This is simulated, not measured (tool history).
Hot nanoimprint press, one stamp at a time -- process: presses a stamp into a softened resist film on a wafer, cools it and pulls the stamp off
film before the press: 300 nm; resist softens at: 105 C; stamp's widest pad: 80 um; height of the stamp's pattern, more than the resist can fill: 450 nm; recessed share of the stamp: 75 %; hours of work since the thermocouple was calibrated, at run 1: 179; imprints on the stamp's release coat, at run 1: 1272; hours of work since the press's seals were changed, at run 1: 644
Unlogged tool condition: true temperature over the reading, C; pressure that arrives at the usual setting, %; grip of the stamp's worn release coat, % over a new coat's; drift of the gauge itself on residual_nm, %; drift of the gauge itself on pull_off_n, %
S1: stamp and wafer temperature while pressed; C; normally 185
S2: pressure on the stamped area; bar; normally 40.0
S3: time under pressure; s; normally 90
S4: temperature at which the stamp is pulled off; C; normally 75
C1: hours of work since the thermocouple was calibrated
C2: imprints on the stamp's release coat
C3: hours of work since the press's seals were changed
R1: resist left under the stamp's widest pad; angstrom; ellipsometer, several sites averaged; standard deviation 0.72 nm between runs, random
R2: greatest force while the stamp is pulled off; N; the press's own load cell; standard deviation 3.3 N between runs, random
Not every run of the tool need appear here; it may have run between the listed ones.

| run | hour | S1 | S2 | S3 | S4 | C1 | C2 | C3 | R1 | R2 |
|---|---|---|---|---|---|---|---|---|---|---|
| 1 | 0.0 | 185 | 40.0 | 90 | 75 | 179 | 1272 | 644 | 1236 | 215 |
| 2 | 31.2 | 185 | 40.0 | 90 | 75 | 193 | 1315 | 659 | 1233 | 210 |
| 3 | 45.9 | 185 | 40.0 | 90 | 75 | 200 | 1336 | 665 | 1219 | 212 |
| 4 | 60.5 | 185 | 40.0 | 90 | 75 | 207 | 1356 | 672 | 1230 | 212 |
| 5 | 76.1 | 185 | 40.0 | 90 | 75 | 214 | 1378 | 679 | 1230 | 217 |
| 6 | 102.6 | 185 | 40.0 | 90 | 75 | 226 | 1415 | 691 | 1230 | 215 |
| 7 | 135.9 | 178 | 40.0 | 90 | 75 | 241 | 1462 | 706 | 1650 | 214 |
| 8 | 166.5 | 178 | 40.0 | 90 | 75 | 255 | 1505 | 720 | 1647 | 213 |
| 9 | 183.9 | 178 | 40.0 | 90 | 75 | 263 | 1529 | 728 | 1669 | 218 |
| 10 | 198.2 | 185 | 40.0 | 90 | 75 | 270 | 1549 | 735 | 1246 | 226 |
| 11 | 216.9 | 185 | 40.0 | 90 | 75 | 278 | 1575 | 743 | 1250 | 223 |
| 12 | 241.3 | 195 | 46.7 | 49 | 75 | 289 | 1609 | 755 | 1016 | 226 |
| 13 | 257.2 | 195 | 46.7 | 49 | 75 | 297 | 1631 | 762 | 1017 | 218 |
| 14 | 285.4 | 185 | 40.0 | 98 | 72 | 309 | 1671 | 775 | 1208 | 236 |
| 15 | 302.2 | 185 | 40.0 | 90 | 65 | 317 | 1694 | 782 | 1275 | 250 |
|  | 326.1 | stamp cleaned and given a new release coat |
| 16 | 337.4 | 181 | 40.0 | 90 | 76 | 330 | 16 | 796 | 1464 | 158 |
| 17 | 360.5 | 190 | 40.0 | 90 | 75 | 341 | 49 | 806 | 1040 | 161 |
|  | 366.5 | plate thermocouple calibrated |
| 18 | 378.2 | 190 | 40.0 | 90 | 75 | 5 | 69 | 813 | 979 | 151 |
| 19 | 411.8 | 190 | 44.6 | 90 | 68 | 21 | 116 | 828 | 933 | 169 |
| 20 | 439.1 | 190 | 44.6 | 173 | 61 | 33 | 154 | 841 | 705 | 172 |
| 21 | 471.3 | 185 | 50.0 | 90 | 75 | 48 | 199 | 856 | 1077 | 159 |

What if the next run were any one of these 4? Each begins from the tool's condition after run 21:
| A | 501.1 | 175 | 40.0 | 89 | 64 | 62 | 241 | 869 | ? | ? |
| B | 501.1 | 185 | 46.6 | 90 | 75 | 62 | 241 | 869 | ? | ? |
| C | 501.1 | 185 | 24.8 | 136 | 70 | 62 | 241 | 869 | ? | ? |
| D | 501.1 | 175 | 48.4 | 90 | 63 | 62 | 241 | 869 | ? | ? |

| run | R1 | R2 |
|---|---|---|
| A | 1803 | 173 |
| B | 1129 | 161 |
| C | 1255 | 171 |
| D | 1676 | 179 |
With no hidden state in the tool, these same runs would have given:
| run | R1 | R2 |
|---|---|---|
| A | 1743 | 163 |
| B | 1074 | 152 |
| C | 1221 | 161 |
| D | 1605 | 168 |
